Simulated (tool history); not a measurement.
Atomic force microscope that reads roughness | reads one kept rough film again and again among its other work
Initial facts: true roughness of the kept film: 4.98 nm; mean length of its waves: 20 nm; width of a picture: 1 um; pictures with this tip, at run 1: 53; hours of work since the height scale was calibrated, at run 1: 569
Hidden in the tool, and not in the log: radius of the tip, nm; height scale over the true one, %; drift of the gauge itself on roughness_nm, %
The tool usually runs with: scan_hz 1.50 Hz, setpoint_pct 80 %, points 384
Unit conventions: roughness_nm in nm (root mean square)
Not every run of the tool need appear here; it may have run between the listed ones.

| run | hour | scan_hz | setpoint_pct | points | pictures with this tip | hours of work since the height scale was calibrated | roughness_nm |
|---|---|---|---|---|---|---|---|
| 1 | 0.0 | 1.50 | 80 | 384 | 53 | 569 | 2.884 |
|  | 9.9 | new tip fitted |
| 2 | 25.8 | 1.50 | 80 | 384 | 27 | 587 | 3.335 |
|  | 49.9 | new tip fitted |
| 3 | 58.4 | 1.19 | 80 | 384 | 14 | 610 | 3.511 |
| 4 | 77.8 | 1.19 | 80 | 384 | 47 | 623 | 3.033 |
|  | 89.9 | new tip fitted |
| 5 | 92.4 | 1.19 | 58 | 384 | 4 | 633 | 3.849 |
| 6 | 118.0 | 1.26 | 80 | 384 | 48 | 651 | 3.028 |
|  | 131.4 | new tip fitted |
| 7 | 140.3 | 1.01 | 80 | 384 | 15 | 666 | 3.612 |
| 8 | 161.0 | 1.50 | 80 | 272 | 51 | 681 | 3.032 |
|  | 171.9 | new tip fitted |
| 9 | 181.2 | 1.50 | 80 | 384 | 15 | 695 | 3.563 |
| 10 | 199.5 | 1.50 | 80 | 887 | 47 | 708 | 3.157 |
|  | 211.5 | new tip fitted |
| 11 | 229.4 | 1.50 | 80 | 887 | 31 | 729 | 3.359 |
|  | 250.5 | new tip fitted |
| 12 | 255.2 | 1.50 | 80 | 384 | 8 | 746 | 3.643 |
| 13 | 274.3 | 1.50 | 80 | 384 | 41 | 760 | 3.172 |
|  | 290.3 | new tip fitted |
| 14 | 306.2 | 1.03 | 80 | 384 | 27 | 782 | 3.342 |
|  | 329.7 | new tip fitted |
| 15 | 333.0 | 1.03 | 84 | 384 | 6 | 801 | 3.675 |
| 16 | 352.1 | 1.50 | 84 | 384 | 39 | 814 | 3.062 |
|  | 369.9 | new tip fitted |
| 17 | 372.7 | 1.50 | 84 | 384 | 5 | 828 | 3.630 |
| 18 | 394.3 | 1.50 | 80 | 384 | 42 | 843 | 3.131 |
|  | 409.7 | new tip fitted |
| 19 | 425.6 | 1.50 | 80 | 384 | 28 | 865 | 3.314 |
| 20 | 439.2 | 1.50 | 80 | 384 | 51 | 875 | 3.042 |
|  | 448.7 | new tip fitted |
| 21 | 460.1 | 1.50 | 80 | 384 | 20 | 889 | 3.423 |
| 22 | 486.7 | 1.50 | 80 | 384 | 65 | 908 | 2.834 |
|  | 488.5 | new tip fitted |
| 23 | 516.7 | 1.50 | 80 | 384 | 49 | 929 | 3.057 |
|  | 527.3 | new tip fitted |
| 24 | 539.7 | 1.50 | 80 | 384 | 21 | 944 | 3.439 |
| 25 | 553.0 | 0.62 | 80 | 384 | 44 | 954 | 3.198 |
|  | 567.4 | new tip fitted |
| 26 | 567.4 | 0.62 | 80 | 384 | 0 | 964 | 3.821 |
| 27 | 599.7 | 0.62 | 88 | 276 | 55 | 986 | 2.942 |
|  | 606.7 | new tip fitted |
| 28 | 617.7 | 1.03 | 84 | 341 | 19 | 999 | 3.412 |
| 29 | 634.9 | 3.10 | 59 | 456 | 48 | 1011 | 3.050 |
|  | 647.1 | new tip fitted |
| 30 | 658.4 | 1.11 | 59 | 645 | 19 | 1027 | 3.626 |
|  | 662.1 | height scale calibrated on a step standard |
| 31 | 678.6 | 1.32 | 72 | 279 | 52 | 12 | 3.025 |
|  | 688.7 | new tip fitted |
| 32 | 705.4 | 1.32 | 56 | 279 | 29 | 30 | 3.402 |
| 33 | 725.8 | 1.32 | 56 | 279 | 64 | 44 | 2.939 |
|  | 729.2 | new tip fitted |
| 34 | 749.3 | 1.82 | 65 | 384 | 34 | 61 | 3.318 |
|  | 769.0 | new tip fitted |
| 35 | 775.1 | 1.76 | 71 | 826 | 10 | 79 | 3.711 |
| 36 | 789.2 | 2.92 | 73 | 522 | 34 | 89 | 3.177 |
|  | 799.9 | height scale calibrated on a step standard, once more |
|  | 811.0 | new tip fitted |
| 37 | 815.1 | 1.50 | 62 | 743 | 7 | 10 | 3.772 |
| 38 | 842.0 | 1.50 | 62 | 743 | 53 | 29 | 3.053 |
|  | 851.8 | new tip fitted |
| 39 | 863.1 | 1.96 | 55 | 384 | 19 | 44 | 3.576 |
|  | 891.0 | new tip fitted |
| 40 | 894.6 | 1.96 | 55 | 384 | 6 | 66 | 3.723 |
| 41 | 911.2 | 0.80 | 72 | 566 | 34 | 77 | 3.321 |
|  | 930.3 | new tip fitted |
| 42 | 930.3 | 1.50 | 61 | 578 | 0 | 90 | 3.920 |
| 43 | 960.1 | 1.50 | 61 | 259 | 51 | 111 | 3.058 |
|  | 969.2 | new tip fitted |
| 44 | 980.6 | 1.50 | 61 | 572 | 19 | 126 | 3.459 |
| 45 | 994.4 | 2.16 | 61 | 626 | 43 | 135 | 3.135 |
|  | 1009.8 | new tip fitted |
| 46 | 1021.8 | 0.55 | 58 | 384 | 21 | 154 | 3.519 |
|  | 1049.8 | new tip fitted |
| 47 | 1052.5 | 1.50 | 89 | 588 | 4 | 176 | 3.612 |
| 48 | 1074.7 | 1.30 | 64 | 588 | 42 | 191 | 3.196 |
|  | 1089.7 | new tip fitted |
| 49 | 1101.2 | 0.58 | 65 | 413 | 20 | 210 | 3.502 |
| 50 | 1118.6 | 0.58 | 65 | 413 | 49 | 222 | 3.107 |
|  | 1129.0 | new tip fitted |
| 51 | 1142.9 | 0.58 | 80 | 699 | 24 | 239 | 3.422 |

A few steps of roughness_nm between consecutive runs. Split each: what settings, incoming material and random variation would produce without the hidden state, and what is left over for the hidden state, along with gauge scatter present in only one of the two compared results (measured, and without hidden state):
Run 4 -> 5: setpoint_pct 80 -> 58, new tip fitted. roughness_nm +0.816 nm (root mean square): hidden state +0.732, all else +0.084.
Run 5 -> 6: scan_hz 1.19 -> 1.26, setpoint_pct 58 -> 80. roughness_nm -0.821 nm (root mean square): hidden state -0.705, all else -0.116.
Run 26 -> 27: setpoint_pct 80 -> 88, points 384 -> 276. roughness_nm -0.879 nm (root mean square): hidden state -0.788, all else -0.091.
Run 42 -> 43: points 578 -> 259. roughness_nm -0.862 nm (root mean square): hidden state -0.745, all else -0.117.

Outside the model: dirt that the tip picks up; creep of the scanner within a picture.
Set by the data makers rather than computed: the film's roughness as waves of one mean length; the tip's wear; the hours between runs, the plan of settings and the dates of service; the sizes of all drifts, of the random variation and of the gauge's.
